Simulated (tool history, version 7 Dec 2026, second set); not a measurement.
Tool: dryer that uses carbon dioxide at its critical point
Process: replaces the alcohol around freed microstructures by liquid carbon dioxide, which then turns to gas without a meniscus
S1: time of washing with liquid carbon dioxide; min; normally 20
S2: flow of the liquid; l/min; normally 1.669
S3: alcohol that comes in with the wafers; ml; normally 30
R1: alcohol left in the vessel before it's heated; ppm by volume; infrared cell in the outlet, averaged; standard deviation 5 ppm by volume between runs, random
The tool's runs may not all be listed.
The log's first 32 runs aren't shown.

{"run": 33, "hour": 699.6, "S1": 22, "S2": 1.43, "S3": 36, "R1": 39}
{"run": 34, "hour": 730.1, "S1": 22, "S2": 1.43, "S3": 36, "R1": 39}
{"run": 35, "hour": 753.6, "S1": 22, "S2": 1.43, "S3": 36, "R1": 53}
{"run": 36, "hour": 771.1, "S1": 13, "S2": 1.9, "S3": 60, "R1": 101}
{"run": 37, "hour": 790.2, "S1": 20, "S2": 1.69, "S3": 41, "R1": 50}
{"run": 38, "hour": 813.5, "S1": 20, "S2": 2.29, "S3": 30, "R1": 53}
{"run": 39, "hour": 834.6, "S1": 29, "S2": 1.03, "S3": 57, "R1": 65}
{"run": 40, "hour": 857.5, "S1": 16, "S2": 1.669, "S3": 30, "R1": 76}
{"run": 41, "hour": 883.4, "S1": 16, "S2": 1.669, "S3": 30, "R1": 65}
{"run": 42, "hour": 909.3, "S1": 19, "S2": 1.669, "S3": 49, "R1": 69}
{"run": 43, "hour": 931.6, "S1": 16, "S2": 1.9, "S3": 56, "R1": 69}
{"run": 44, "hour": 948.0, "S1": 13, "S2": 2.83, "S3": 41, "R1": 55}
{"run": 45, "hour": 963.5, "S1": 20, "S2": 1.669, "S3": 57, "R1": 68}
{"run": 46, "hour": 984.9, "S1": 26, "S2": 1.05, "S3": 25, "R1": 69}
{"run": 47, "hour": 1008.4, "S1": 26, "S2": 1.05, "S3": 25, "R1": 75}

What if the next run were any one of these 4? Each begins from the tool's condition after run 47:
{"run": "A", "hour": 1033.7, "S1": 25, "S2": 1.9, "S3": 73, "R1": "?"}
{"run": "B", "hour": 1033.7, "S1": 25, "S2": 1.1, "S3": 21, "R1": "?"}
{"run": "C", "hour": 1033.7, "S1": 22, "S2": 1.669, "S3": 90, "R1": "?"}
{"run": "D", "hour": 1033.7, "S1": 13, "S2": 1.05, "S3": 25, "R1": "?"}

run=A R1=56
run=B R1=77
run=C R1=67
run=D R1=444
Had the tool no hidden state, the same runs would have come out as:
run=A R1=6
run=B R1=14
run=C R1=8
run=D R1=236
